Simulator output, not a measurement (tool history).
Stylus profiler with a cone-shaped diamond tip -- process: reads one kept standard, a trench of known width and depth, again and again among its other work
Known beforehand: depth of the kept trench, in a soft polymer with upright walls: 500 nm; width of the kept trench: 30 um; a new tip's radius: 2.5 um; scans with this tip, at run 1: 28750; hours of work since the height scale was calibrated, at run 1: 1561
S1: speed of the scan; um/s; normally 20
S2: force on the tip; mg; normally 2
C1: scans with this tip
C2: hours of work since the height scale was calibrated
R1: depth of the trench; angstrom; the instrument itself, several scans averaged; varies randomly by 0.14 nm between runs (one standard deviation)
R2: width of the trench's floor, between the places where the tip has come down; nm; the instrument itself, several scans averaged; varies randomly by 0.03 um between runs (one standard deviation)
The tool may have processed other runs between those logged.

Run 1, hour 0: usual settings; C1 28750; C2 1561. Result: R1 5025.2 angstrom, R2 25410 nm.
Run 2, hour 89.7: usual settings but S1 6 um/s; C1 29240; C2 1630. Result: R1 5020.1 angstrom, R2 25380 nm.
Run 3, hour 230.2: usual settings but S1 6 um/s; C1 30008; C2 1738. Result: R1 5018.8 angstrom, R2 25390 nm.
Run 4, hour 303.7: usual settings; C1 30410; C2 1794. Result: R1 5021.4 angstrom, R2 25360 nm.
Run 5, hour 419.9: usual settings but S2 1.34 mg; C1 31044; C2 1884. Result: R1 5006.9 angstrom, R2 25350 nm.
Run 6, hour 529: usual settings; C1 31641; C2 1968. Result: R1 5016.1 angstrom, R2 25310 nm.
Run 7, hour 660.6: usual settings; C1 32360; C2 2069. Result: R1 5012.1 angstrom, R2 25230 nm.
At hour 667: height scale calibrated on a step standard.
Run 8, hour 799.4: usual settings; C1 33116; C2 102. Result: R1 5006.9 angstrom, R2 25270 nm.
Run 9, hour 873.2: usual settings; C1 33519; C2 159. Result: R1 5001.3 angstrom, R2 25250 nm.
Run 10, hour 987.7: usual settings but S1 12 um/s; C1 34145; C2 247. Result: R1 5000.9 angstrom, R2 25220 nm.
Run 11, hour 1098.7: usual settings but S1 8 um/s, S2 1.46 mg; C1 34751; C2 332. Result: R1 4989 angstrom, R2 25210 nm.
At hour 1130.3: height scale calibrated on a step standard, once more.
Run 12, hour 1181.2: usual settings but S1 32 um/s, S2 1.75 mg; C1 35199; C2 39. Result: R1 5050.1 angstrom, R2 25120 nm.
Run 13, hour 1243.4: usual settings but S1 56 um/s; C1 35540; C2 87. Result: R1 5055.2 angstrom, R2 25040 nm.
Run 14, hour 1337.6: usual settings but S1 56 um/s; C1 36054; C2 160. Result: R1 5056.4 angstrom, R2 25000 nm.
Run 15, hour 1399.5: usual settings but S1 56 um/s; C1 36393; C2 207. Result: R1 5048.8 angstrom, R2 25000 nm.
Run 16, hour 1472.7: usual settings but S1 9 um/s, S2 1.72 mg; C1 36792; C2 263. Result: R1 5046.6 angstrom, R2 25110 nm.
Run 17, hour 1552: usual settings but S1 9 um/s, S2 3 mg; C1 37226; C2 325. Result: R1 5069.8 angstrom, R2 25080 nm.
Run 18, hour 1647.9: usual settings but S1 7 um/s, S2 3.62 mg; C1 37750; C2 398. Result: R1 5076.8 angstrom, R2 25110 nm.
Run 19, hour 1787.2: usual settings but S1 7 um/s, S2 3.62 mg; C1 38511; C2 505. Result: R1 5072 angstrom, R2 25010 nm.

Consider 5 possible next runs. They are alternatives, not a sequence: every one starts from the tool as it was left by run 19. What does each give?
Run A, hour 1918.4: usual settings but S1 15 um/s, S2 2.91 mg; C1 39228; C2 606. Result: R1 ?, R2 ?.
Run B, hour 1918.4: usual settings but S1 9 um/s; C1 39228; C2 606. Result: R1 ?, R2 ?.
Run C, hour 1918.4: usual settings but S1 72 um/s, S2 1.04 mg; C1 39228; C2 606. Result: R1 ?, R2 ?.
Run D, hour 1918.4: usual settings but S1 79 um/s, S2 1.42 mg; C1 39228; C2 606. Result: R1 ?, R2 ?.
Run E, hour 1918.4: usual settings but S1 65 um/s, S2 2.42 mg; C1 39228; C2 606. Result: R1 ?, R2 ?.

run      R1     R2
  A  5056.9  24970
  B  5046.8  24980
  C  5022.4  24800
  D  5034.9  24900
  E    5050  24930
What these runs would have given with no unlogged condition in the tool:
run      R1     R2
  A  5070.1  26940
  B  5059.9  26950
  C  5035.5  26770
  D    5048  26870
  E  5063.1  26900

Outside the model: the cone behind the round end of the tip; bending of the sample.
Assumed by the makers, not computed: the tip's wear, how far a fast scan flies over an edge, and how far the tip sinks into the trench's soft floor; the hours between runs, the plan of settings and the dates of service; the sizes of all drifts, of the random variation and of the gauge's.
